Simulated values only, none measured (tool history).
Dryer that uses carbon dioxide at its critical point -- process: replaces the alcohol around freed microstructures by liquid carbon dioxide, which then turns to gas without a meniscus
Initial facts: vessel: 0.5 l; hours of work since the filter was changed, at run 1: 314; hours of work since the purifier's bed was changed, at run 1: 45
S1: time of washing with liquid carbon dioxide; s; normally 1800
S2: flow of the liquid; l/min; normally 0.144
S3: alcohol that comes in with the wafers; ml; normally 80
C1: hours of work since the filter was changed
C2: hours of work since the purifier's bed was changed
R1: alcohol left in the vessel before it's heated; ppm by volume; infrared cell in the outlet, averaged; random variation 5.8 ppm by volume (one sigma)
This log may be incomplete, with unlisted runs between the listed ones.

Run 1, hour 0.0: usual settings; C1 314; C2 45. Result: R1 309 ppm by volume.
Run 2, hour 13.0: usual settings; C1 318; C2 49. Result: R1 322 ppm by volume.
Run 3, hour 26.1: usual settings but S3 91 ml; C1 322; C2 53. Result: R1 374 ppm by volume.
Run 4, hour 37.4: usual settings; C1 325; C2 57. Result: R1 335 ppm by volume.
Run 5, hour 49.9: usual settings but S3 69 ml; C1 329; C2 61. Result: R1 287 ppm by volume.
Run 6, hour 61.2: usual settings; C1 333; C2 64. Result: R1 335 ppm by volume.
Run 7, hour 67.3: usual settings but S1 2520 s; C1 335; C2 66. Result: R1 54 ppm by volume.
Run 8, hour 80.8: usual settings but S1 2520 s; C1 339; C2 70. Result: R1 47 ppm by volume.
Run 9, hour 89.0: usual settings but S1 2520 s; C1 342; C2 73. Result: R1 49 ppm by volume.
Run 10, hour 102.5: usual settings but S1 1200 s; C1 346; C2 77. Result: R1 2535 ppm by volume.
Run 11, hour 109.4: usual settings but S1 2820 s; C1 348; C2 79. Result: R1 34 ppm by volume.
Run 12, hour 121.8: usual settings but S1 2820 s; C1 352; C2 83. Result: R1 45 ppm by volume.
Run 13, hour 127.4: usual settings; C1 354; C2 85. Result: R1 354 ppm by volume.
Run 14, hour 135.6: usual settings; C1 356; C2 88. Result: R1 354 ppm by volume.
Run 15, hour 143.3: usual settings but S2 0.212 l/min; C1 359; C2 90. Result: R1 52 ppm by volume.
Run 16, hour 153.7: usual settings but S2 0.212 l/min; C1 362; C2 93. Result: R1 41 ppm by volume.
Run 17, hour 160.6: usual settings but S2 0.196 l/min; C1 364; C2 95. Result: R1 75 ppm by volume.
Run 18, hour 167.8: usual settings but S2 0.200 l/min; C1 367; C2 98. Result: R1 62 ppm by volume.
Run 19, hour 180.0: usual settings but S2 0.200 l/min; C1 370; C2 102. Result: R1 67 ppm by volume.
Run 20, hour 187.7: usual settings but S2 0.200 l/min; C1 373; C2 104. Result: R1 59 ppm by volume.
Run 21, hour 199.0: usual settings but S2 0.200 l/min; C1 376; C2 108. Result: R1 64 ppm by volume.
Run 22, hour 208.8: usual settings but S3 24 ml; C1 379; C2 111. Result: R1 143 ppm by volume.
Run 23, hour 218.2: usual settings but S3 24 ml; C1 382; C2 114. Result: R1 139 ppm by volume.
Run 24, hour 227.0: usual settings but S1 1560 s, S3 75 ml; C1 385; C2 116. Result: R1 723 ppm by volume.
Run 25, hour 237.1: usual settings but S1 1440 s, S3 55 ml; C1 388; C2 120. Result: R1 793 ppm by volume.
Run 26, hour 243.0: usual settings but S2 0.116 l/min, S3 83 ml; C1 390; C2 121. Result: R1 1243 ppm by volume.
Run 27, hour 253.5: usual settings but S1 2280 s; C1 394; C2 125. Result: R1 112 ppm by volume.
Run 28, hour 260.1: usual settings but S1 2280 s; C1 396; C2 127. Result: R1 112 ppm by volume.
Run 29, hour 265.7: usual settings but S1 1200 s, S2 0.157 l/min, S3 38 ml; C1 397; C2 129. Result: R1 861 ppm by volume.
Run 30, hour 273.5: usual settings but S1 1200 s, S2 0.157 l/min, S3 38 ml; C1 400; C2 131. Result: R1 880 ppm by volume.
Run 31, hour 280.5: usual settings but S1 1200 s, S2 0.101 l/min, S3 21 ml; C1 402; C2 133. Result: R1 2476 ppm by volume.
Run 32, hour 286.6: usual settings but S1 2580 s, S2 0.114 l/min, S3 94 ml; C1 404; C2 135. Result: R1 236 ppm by volume.
Run 33, hour 292.9: usual settings but S1 2580 s, S2 0.114 l/min, S3 94 ml; C1 406; C2 137. Result: R1 233 ppm by volume.
Run 34, hour 298.7: usual settings but S1 2160 s, S2 0.114 l/min, S3 51 ml; C1 408; C2 139. Result: R1 365 ppm by volume.
Run 35, hour 309.1: usual settings but S1 2340 s, S2 0.232 l/min; C1 411; C2 142. Result: R1 52 ppm by volume.
Run 36, hour 316.5: usual settings but S1 2340 s, S2 0.232 l/min; C1 413; C2 145. Result: R1 47 ppm by volume.
Run 37, hour 326.0: usual settings but S1 2340 s, S2 0.232 l/min; C1 416; C2 148. Result: R1 56 ppm by volume.
Run 38, hour 334.9: usual settings but S1 1200 s, S2 0.135 l/min, S3 36 ml; C1 419; C2 150. Result: R1 1616 ppm by volume.
Run 39, hour 346.4: usual settings but S1 2040 s, S2 0.096 l/min, S3 74 ml; C1 423; C2 154. Result: R1 1612 ppm by volume.
Run 40, hour 358.3: usual settings but S1 2340 s, S2 0.185 l/min; C1 427; C2 158. Result: R1 63 ppm by volume.
Run 41, hour 369.0: usual settings but S1 1560 s, S2 0.087 l/min, S3 94 ml; C1 430; C2 161. Result: R1 8118 ppm by volume.
Run 42, hour 376.0: usual settings but S1 2760 s, S2 0.148 l/min; C1 432; C2 163. Result: R1 65 ppm by volume.
Run 43, hour 383.4: usual settings but S1 2760 s, S2 0.148 l/min; C1 435; C2 166. Result: R1 62 ppm by volume.
At hour 390.2: inlet filter changed.
Run 44, hour 395.2: usual settings but S1 1380 s; C1 2; C2 169. Result: R1 941 ppm by volume.
Run 45, hour 401.0: usual settings but S1 1860 s, S2 0.166 l/min; C1 3; C2 171. Result: R1 110 ppm by volume.
Run 46, hour 414.0: usual settings but S1 1860 s, S2 0.166 l/min; C1 7; C2 175. Result: R1 113 ppm by volume.

Describe how what the log doesn't record of the tool's condition differs between the last listed run preceding each entry between runs and the first listed run following it.
From run 43 to run 44: inlet filter changed (hour 390.2)
  flow that reaches the vessel past the clogged filter, %: 91.1 -> 99.9; alcohol in the recycled carbon dioxide, ppm: 58.4 -> 59.5
  difference, measured minus the result without the unlogged condition, R1: +61 -> +56 ppm by volume

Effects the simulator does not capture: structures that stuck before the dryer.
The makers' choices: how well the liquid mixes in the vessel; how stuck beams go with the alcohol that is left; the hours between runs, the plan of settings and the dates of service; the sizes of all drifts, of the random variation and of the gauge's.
